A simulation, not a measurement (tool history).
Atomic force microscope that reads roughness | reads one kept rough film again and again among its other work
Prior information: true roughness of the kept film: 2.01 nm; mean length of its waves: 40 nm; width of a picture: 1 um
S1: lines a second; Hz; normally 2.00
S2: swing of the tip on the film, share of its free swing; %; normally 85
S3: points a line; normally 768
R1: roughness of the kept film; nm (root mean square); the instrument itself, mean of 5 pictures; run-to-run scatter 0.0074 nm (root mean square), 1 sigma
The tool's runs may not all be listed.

Run 1, day 0.000: usual settings. Result: R1 1.555 nm (root mean square).
Run 2, day 0.571: usual settings. Result: R1 1.549 nm (root mean square).
Run 3, day 1.517: usual settings but S2 56 %. Result: R1 1.850 nm (root mean square).
Run 4, day 2.221: usual settings but S2 56 %. Result: R1 1.849 nm (root mean square).
Run 5, day 2.721: usual settings. Result: R1 1.563 nm (root mean square).
Run 6, day 3.588: usual settings. Result: R1 1.556 nm (root mean square).
Run 7, day 4.404: usual settings but S2 60 %. Result: R1 1.826 nm (root mean square).
Run 8, day 4.867: usual settings. Result: R1 1.557 nm (root mean square).
Run 9, day 5.492: usual settings. Result: R1 1.558 nm (root mean square).
Run 10, day 6.529: usual settings but S2 89 %. Result: R1 1.498 nm (root mean square).
Run 11, day 7.096: usual settings. Result: R1 1.555 nm (root mean square).
Run 12, day 7.529: usual settings. Result: R1 1.544 nm (root mean square).
Run 13, day 8.517: usual settings. Result: R1 1.556 nm (root mean square).
At day 9.158: new tip fitted.
Run 14, day 9.254: usual settings. Result: R1 1.553 nm (root mean square).
Run 15, day 9.850: usual settings. Result: R1 1.568 nm (root mean square).
Run 16, day 10.754: usual settings but S1 0.78 Hz. Result: R1 1.760 nm (root mean square).
Run 17, day 11.446: usual settings but S1 2.55 Hz. Result: R1 1.476 nm (root mean square).
Run 18, day 12.404: usual settings but S1 1.01 Hz, S2 89 %, S3 745. Result: R1 1.671 nm (root mean square).
Run 19, day 13.342: usual settings but S1 1.01 Hz, S2 89 %, S3 745. Result: R1 1.669 nm (root mean square).
Run 20, day 14.200: usual settings but S1 1.01 Hz, S2 89 %, S3 745. Result: R1 1.699 nm (root mean square).
Run 21, day 14.792: usual settings but S1 0.62 Hz, S2 88 %, S3 282. Result: R1 1.759 nm (root mean square).
Run 22, day 15.542: usual settings but S1 3.53 Hz, S2 71 %, S3 507. Result: R1 1.600 nm (root mean square).
Run 23, day 16.142: usual settings but S1 0.52 Hz, S2 60 %, S3 328. Result: R1 1.885 nm (root mean square).
Run 24, day 16.650: usual settings but S1 2.02 Hz, S2 64 %. Result: R1 1.791 nm (root mean square).
Run 25, day 17.600: usual settings but S1 2.02 Hz, S2 64 %. Result: R1 1.783 nm (root mean square).
Run 26, day 18.217: usual settings but S2 69 %, S3 860. Result: R1 1.752 nm (root mean square).
At day 18.308: new tip fitted.
Run 27, day 18.992: usual settings but S3 910. Result: R1 1.564 nm (root mean square).
Run 28, day 19.829: usual settings but S1 0.99 Hz, S3 390. Result: R1 1.736 nm (root mean square).
Run 29, day 20.904: usual settings but S1 1.14 Hz, S2 61 %. Result: R1 1.882 nm (root mean square).
Run 30, day 21.671: usual settings but S1 1.14 Hz, S2 61 %. Result: R1 1.873 nm (root mean square).
Run 31, day 22.579: usual settings but S1 1.14 Hz, S2 61 %. Result: R1 1.872 nm (root mean square).
Run 32, day 23.412: usual settings but S1 3.91 Hz, S2 57 %. Result: R1 1.758 nm (root mean square).
Run 33, day 24.479: usual settings but S1 3.91 Hz, S2 57 %, S3 728. Result: R1 1.770 nm (root mean square).
Run 34, day 25.479: usual settings but S1 3.91 Hz, S2 57 %, S3 728. Result: R1 1.762 nm (root mean square).

Forecast each of these 5 alternatives for the next run:
Run A, day 26.229: usual settings but S1 2.33 Hz, S2 56 %, S3 529. Result: R1 ?.
Run B, day 26.229: usual settings but S1 2.23 Hz, S2 87 %, S3 582. Result: R1 ?.
Run C, day 26.229: usual settings but S1 2.45 Hz, S3 281. Result: R1 ?.
Run D, day 26.229: usual settings but S1 0.93 Hz, S2 81 %, S3 275. Result: R1 ?.
Run E, day 26.229: usual settings but S1 3.91 Hz, S2 57 %, S3 679. Result: R1 ?.

run     R1
  A  1.841
  B  1.489
  C  1.479
  D  1.758
  E  1.772
With no hidden state in the tool, these same runs would have given:
run     R1
  A  1.844
  B  1.491
  C  1.482
  D  1.761
  E  1.775

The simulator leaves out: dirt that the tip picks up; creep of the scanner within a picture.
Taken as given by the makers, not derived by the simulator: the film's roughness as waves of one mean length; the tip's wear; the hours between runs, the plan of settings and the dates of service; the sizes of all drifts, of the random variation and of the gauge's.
